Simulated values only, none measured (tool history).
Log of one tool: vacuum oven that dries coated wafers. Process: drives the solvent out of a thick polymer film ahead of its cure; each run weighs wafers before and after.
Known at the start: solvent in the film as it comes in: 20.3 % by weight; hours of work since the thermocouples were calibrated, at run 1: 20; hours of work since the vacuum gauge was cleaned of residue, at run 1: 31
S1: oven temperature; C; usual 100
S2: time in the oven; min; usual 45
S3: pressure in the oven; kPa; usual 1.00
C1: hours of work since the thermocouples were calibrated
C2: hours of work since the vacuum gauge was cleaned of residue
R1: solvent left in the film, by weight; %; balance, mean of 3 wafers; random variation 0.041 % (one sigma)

{"run": 1, "day": 0.0, "S1": 100, "S2": 45, "S3": 1.0, "C1": 20, "C2": 31, "R1": 3.19}
{"run": 2, "day": 0.379, "S1": 100, "S2": 45, "S3": 1.0, "C1": 26, "C2": 37, "R1": 3.19}
{"run": 3, "day": 0.725, "S1": 100, "S2": 45, "S3": 0.65, "C1": 31, "C2": 42, "R1": 3.03}
{"run": 4, "day": 1.117, "S1": 100, "S2": 45, "S3": 0.65, "C1": 37, "C2": 48, "R1": 3.01}
{"run": 5, "day": 1.467, "S1": 100, "S2": 45, "S3": 0.65, "C1": 42, "C2": 53, "R1": 2.97}
{"run": 6, "day": 2.0, "S1": 104, "S2": 45, "S3": 0.65, "C1": 50, "C2": 61, "R1": 2.25}
{"run": 7, "day": 2.462, "S1": 100, "S2": 45, "S3": 1.0, "C1": 57, "C2": 68, "R1": 3.14}
{"run": 8, "day": 2.842, "S1": 104, "S2": 45, "S3": 1.0, "C1": 63, "C2": 74, "R1": 2.43}
{"run": 9, "day": 3.142, "S1": 115, "S2": 45, "S3": 1.0, "C1": 67, "C2": 78, "R1": 1.12}
{"run": 10, "day": 3.533, "S1": 115, "S2": 45, "S3": 1.0, "C1": 73, "C2": 84, "R1": 1.08}
{"run": 11, "day": 4.171, "S1": 115, "S2": 45, "S3": 1.0, "C1": 83, "C2": 94, "R1": 1.09}
{"run": 12, "day": 4.6, "S1": 115, "S2": 45, "S3": 1.0, "C1": 89, "C2": 100, "R1": 1.06}
{"run": 13, "day": 5.238, "S1": 100, "S2": 45, "S3": 1.0, "C1": 99, "C2": 110, "R1": 3.21}
{"run": 14, "day": 5.821, "S1": 100, "S2": 45, "S3": 1.0, "C1": 108, "C2": 119, "R1": 3.14}
{"run": 15, "day": 6.117, "S1": 100, "S2": 45, "S3": 1.0, "C1": 112, "C2": 123, "R1": 3.25}
{"run": 16, "day": 6.617, "S1": 100, "S2": 45, "S3": 1.0, "C1": 120, "C2": 131, "R1": 3.2}
{"run": 17, "day": 7.017, "S1": 100, "S2": 45, "S3": 1.0, "C1": 126, "C2": 137, "R1": 3.19}
{"run": 18, "day": 7.579, "S1": 100, "S2": 45, "S3": 1.0, "C1": 134, "C2": 145, "R1": 3.22}
{"run": 19, "day": 8.012, "S1": 100, "S2": 45, "S3": 1.0, "C1": 141, "C2": 152, "R1": 3.23}
{"run": 20, "day": 8.425, "S1": 100, "S2": 45, "S3": 1.0, "C1": 147, "C2": 158, "R1": 3.21}
{"run": 21, "day": 8.75, "S1": 100, "S2": 45, "S3": 1.0, "C1": 152, "C2": 163, "R1": 3.16}
{"run": 22, "day": 9.417, "S1": 100, "S2": 45, "S3": 1.0, "C1": 162, "C2": 173, "R1": 3.19}
{"run": 23, "day": 9.958, "S1": 100, "S2": 45, "S3": 1.0, "C1": 170, "C2": 181, "R1": 3.25}
{"run": 24, "day": 10.475, "S1": 100, "S2": 45, "S3": 3.42, "C1": 178, "C2": 189, "R1": 4.26}
{"run": 25, "day": 11.183, "S1": 86, "S2": 47, "S3": 2.81, "C1": 189, "C2": 200, "R1": 7.36}
{"run": 26, "day": 11.775, "S1": 108, "S2": 45, "S3": 0.83, "C1": 197, "C2": 209, "R1": 1.76}
{"run": 27, "day": 12.438, "S1": 87, "S2": 41, "S3": 1.0, "C1": 207, "C2": 219, "R1": 6.69}
{"run": 28, "day": 12.75, "S1": 87, "S2": 41, "S3": 1.0, "C1": 212, "C2": 223, "R1": 6.84}
{"run": 29, "day": 13.254, "S1": 87, "S2": 41, "S3": 1.0, "C1": 220, "C2": 231, "R1": 6.71}
{"day": 13.379, "done": "oven's thermocouples calibrated"}
{"run": 30, "day": 13.867, "S1": 87, "S2": 41, "S3": 1.0, "C1": 7, "C2": 239, "R1": 6.9}
{"run": 31, "day": 14.229, "S1": 110, "S2": 69, "S3": 0.54, "C1": 13, "C2": 244, "R1": 0.58}
{"run": 32, "day": 14.554, "S1": 111, "S2": 37, "S3": 3.0, "C1": 18, "C2": 249, "R1": 2.83}
{"run": 33, "day": 15.008, "S1": 100, "S2": 45, "S3": 1.54, "C1": 25, "C2": 256, "R1": 3.52}
{"run": 34, "day": 15.462, "S1": 87, "S2": 22, "S3": 2.43, "C1": 31, "C2": 263, "R1": 10.98}
{"run": 35, "day": 15.775, "S1": 87, "S2": 37, "S3": 2.43, "C1": 36, "C2": 268, "R1": 8.25}
{"run": 36, "day": 16.338, "S1": 113, "S2": 45, "S3": 3.96, "C1": 45, "C2": 276, "R1": 2.23}
{"run": 37, "day": 16.754, "S1": 113, "S2": 43, "S3": 3.96, "C1": 51, "C2": 282, "R1": 2.34}
{"day": 17.158, "done": "oven's thermocouples calibrated, once more"}
{"run": 38, "day": 17.338, "S1": 113, "S2": 43, "S3": 3.96, "C1": 3, "C2": 290, "R1": 2.29}
{"run": 39, "day": 17.854, "S1": 91, "S2": 75, "S3": 0.53, "C1": 10, "C2": 298, "R1": 2.39}
{"run": 40, "day": 18.429, "S1": 114, "S2": 24, "S3": 1.08, "C1": 19, "C2": 306, "R1": 3.64}
{"run": 41, "day": 18.896, "S1": 114, "S2": 24, "S3": 1.08, "C1": 26, "C2": 313, "R1": 3.66}
{"run": 42, "day": 19.396, "S1": 114, "S2": 24, "S3": 0.74, "C1": 34, "C2": 321, "R1": 3.53}
{"run": 43, "day": 19.962, "S1": 99, "S2": 45, "S3": 0.74, "C1": 42, "C2": 330, "R1": 3.25}
{"run": 44, "day": 20.254, "S1": 106, "S2": 45, "S3": 2.83, "C1": 47, "C2": 334, "R1": 2.88}
{"run": 45, "day": 20.946, "S1": 114, "S2": 75, "S3": 2.83, "C1": 57, "C2": 344, "R1": 1.06}
{"run": 46, "day": 21.588, "S1": 100, "S2": 32, "S3": 1.39, "C1": 67, "C2": 354, "R1": 5.16}
{"run": 47, "day": 22.238, "S1": 100, "S2": 32, "S3": 1.39, "C1": 77, "C2": 364, "R1": 5.09}

Forecast each of these 4 alternatives for the next run:
{"run": "A", "day": 22.542, "S1": 100, "S2": 48, "S3": 1.39, "C1": 81, "C2": 368, "R1": "?"}
{"run": "B", "day": 22.542, "S1": 89, "S2": 64, "S3": 0.72, "C1": 81, "C2": 368, "R1": "?"}
{"run": "C", "day": 22.542, "S1": 99, "S2": 45, "S3": 1.62, "C1": 81, "C2": 368, "R1": "?"}
{"run": "D", "day": 22.542, "S1": 100, "S2": 29, "S3": 0.65, "C1": 81, "C2": 368, "R1": "?"}

run=A R1=3.09
run=B R1=3.70
run=C R1=3.69
run=D R1=5.43
Without the tool's hidden state the same runs would have given:
run=A R1=3.03
run=B R1=3.61
run=C R1=3.63
run=D R1=5.38
